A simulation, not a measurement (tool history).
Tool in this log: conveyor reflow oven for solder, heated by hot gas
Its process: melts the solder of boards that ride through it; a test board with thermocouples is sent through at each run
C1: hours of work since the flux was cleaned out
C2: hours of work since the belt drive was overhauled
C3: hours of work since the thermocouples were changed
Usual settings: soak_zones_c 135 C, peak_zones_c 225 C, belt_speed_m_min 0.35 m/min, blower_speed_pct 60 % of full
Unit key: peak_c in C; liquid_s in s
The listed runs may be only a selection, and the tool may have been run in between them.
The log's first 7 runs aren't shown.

Run 8, hour 128.8: usual settings but belt_speed_m_min 0.369 m/min; C1 243; C2 893; C3 815. Result: peak_c 209.6 C, liquid_s 63.9 s.
Run 9, hour 147.3: usual settings but belt_speed_m_min 0.387 m/min; C1 257; C2 908; C3 829. Result: peak_c 208 C, liquid_s 58.2 s.
Run 10, hour 157.4: usual settings but soak_zones_c 142 C; C1 265; C2 916; C3 837. Result: peak_c 212.3 C, liquid_s 75.4 s.
Run 11, hour 180.4: usual settings but soak_zones_c 142 C; C1 283; C2 934; C3 855. Result: peak_c 212.4 C, liquid_s 74.9 s.
Run 12, hour 201.4: usual settings but soak_zones_c 142 C; C1 300; C2 950; C3 871. Result: peak_c 212.1 C, liquid_s 75.3 s.
Run 13, hour 224.6: usual settings but soak_zones_c 142 C; C1 318; C2 968; C3 890. Result: peak_c 211.8 C, liquid_s 75.7 s.
At hour 242.7: flux residue cleaned out of gas plates and filters.
Run 14, hour 247.5: usual settings but soak_zones_c 142 C; C1 4; C2 982; C3 904. Result: peak_c 214.8 C, liquid_s 78.9 s.
Run 15, hour 271.3: usual settings but soak_zones_c 142 C; C1 22; C2 1001; C3 922. Result: peak_c 214.5 C, liquid_s 78.9 s.
Run 16, hour 294.8: usual settings but soak_zones_c 142 C; C1 41; C2 1019; C3 941. Result: peak_c 214.2 C, liquid_s 78.9 s.
Run 17, hour 305: usual settings but soak_zones_c 128 C, peak_zones_c 234 C, belt_speed_m_min 0.4 m/min, blower_speed_pct 53 % of full; C1 49; C2 1027; C3 949. Result: peak_c 213.6 C, liquid_s 60.1 s.
Run 18, hour 326.4: usual settings but soak_zones_c 128 C, peak_zones_c 234 C, belt_speed_m_min 0.4 m/min, blower_speed_pct 53 % of full; C1 66; C2 1044; C3 966. Result: peak_c 213.3 C, liquid_s 59.9 s.
Run 19, hour 337.3: usual settings but soak_zones_c 128 C, belt_speed_m_min 0.285 m/min, blower_speed_pct 63 % of full; C1 74; C2 1053; C3 974. Result: peak_c 217.7 C, liquid_s 96.6 s.
At hour 343.1: belt drive overhauled, speed set with a stopwatch.
Run 20, hour 359.2: usual settings but soak_zones_c 128 C, belt_speed_m_min 0.285 m/min, blower_speed_pct 63 % of full; C1 88; C2 13; C3 988. Result: peak_c 217.9 C, liquid_s 97.4 s.
Run 21, hour 380.4: usual settings but soak_zones_c 128 C, peak_zones_c 223 C, belt_speed_m_min 0.317 m/min, blower_speed_pct 63 % of full; C1 105; C2 29; C3 1005. Result: peak_c 213.6 C, liquid_s 81.5 s.
Run 22, hour 392.6: usual settings but soak_zones_c 128 C, peak_zones_c 223 C, belt_speed_m_min 0.317 m/min, blower_speed_pct 63 % of full; C1 114; C2 39; C3 1014. Result: peak_c 213.4 C, liquid_s 81 s.
Run 23, hour 414.7: usual settings but soak_zones_c 141 C, peak_zones_c 218 C, belt_speed_m_min 0.41 m/min, blower_speed_pct 54 % of full; C1 132; C2 56; C3 1032. Result: peak_c 202.2 C, liquid_s 50.6 s.
Run 24, hour 424.8: usual settings but soak_zones_c 126 C, peak_zones_c 218 C, belt_speed_m_min 0.41 m/min, blower_speed_pct 81 % of full; C1 140; C2 64; C3 1040. Result: peak_c 204 C, liquid_s 49.9 s.
Run 25, hour 439.6: usual settings but soak_zones_c 126 C, peak_zones_c 218 C, belt_speed_m_min 0.41 m/min, blower_speed_pct 81 % of full; C1 151; C2 76; C3 1051. Result: peak_c 203.6 C, liquid_s 49 s.
Run 26, hour 459.8: usual settings but soak_zones_c 126 C, peak_zones_c 215 C, belt_speed_m_min 0.398 m/min, blower_speed_pct 78 % of full; C1 167; C2 91; C3 1067. Result: peak_c 201.6 C, liquid_s 47.6 s.
At hour 470.1: belt drive overhauled, speed set with a stopwatch, once more.
Run 27, hour 481.7: usual settings but soak_zones_c 126 C, peak_zones_c 215 C, belt_speed_m_min 0.398 m/min, blower_speed_pct 78 % of full; C1 181; C2 9; C3 1081. Result: peak_c 201.1 C, liquid_s 43.7 s.
Run 28, hour 493.5: usual settings but soak_zones_c 126 C, peak_zones_c 215 C, belt_speed_m_min 0.398 m/min, blower_speed_pct 78 % of full; C1 190; C2 18; C3 1090. Result: peak_c 200.3 C, liquid_s 43.5 s.
Run 29, hour 510: usual settings but soak_zones_c 126 C, peak_zones_c 215 C, belt_speed_m_min 0.398 m/min, blower_speed_pct 78 % of full; C1 203; C2 31; C3 1103. Result: peak_c 200.4 C, liquid_s 42.6 s.
Run 30, hour 525.2: usual settings but soak_zones_c 145 C, peak_zones_c 240 C; C1 215; C2 43; C3 1115. Result: peak_c 226.2 C, liquid_s 88.5 s.

Forecast each of these 4 alternatives for the next run:
Run A, hour 547.7: usual settings but peak_zones_c 233 C; C1 233; C2 61; C3 1133. Result: peak_c ?, liquid_s ?.
Run B, hour 547.7: usual settings but soak_zones_c 142 C, peak_zones_c 239 C, blower_speed_pct 82 % of full; C1 233; C2 61; C3 1133. Result: peak_c ?, liquid_s ?.
Run C, hour 547.7: usual settings but soak_zones_c 131 C, peak_zones_c 240 C, blower_speed_pct 65 % of full; C1 233; C2 61; C3 1133. Result: peak_c ?, liquid_s ?.
Run D, hour 547.7: usual settings but soak_zones_c 129 C, belt_speed_m_min 0.3 m/min, blower_speed_pct 54 % of full; C1 233; C2 61; C3 1133. Result: peak_c ?, liquid_s ?.

run  peak_c  liquid_s
  A   218.5      77.2
  B   228.4      89.8
  C   224.8      80.6
  D   213.8      82.9
Stripped of hidden state, with their random variation kept, the same runs would have yielded:
run  peak_c  liquid_s
  A   218.2      77.2
  B   228.1      89.7
  C   224.7      80.6
  D     213      82.6
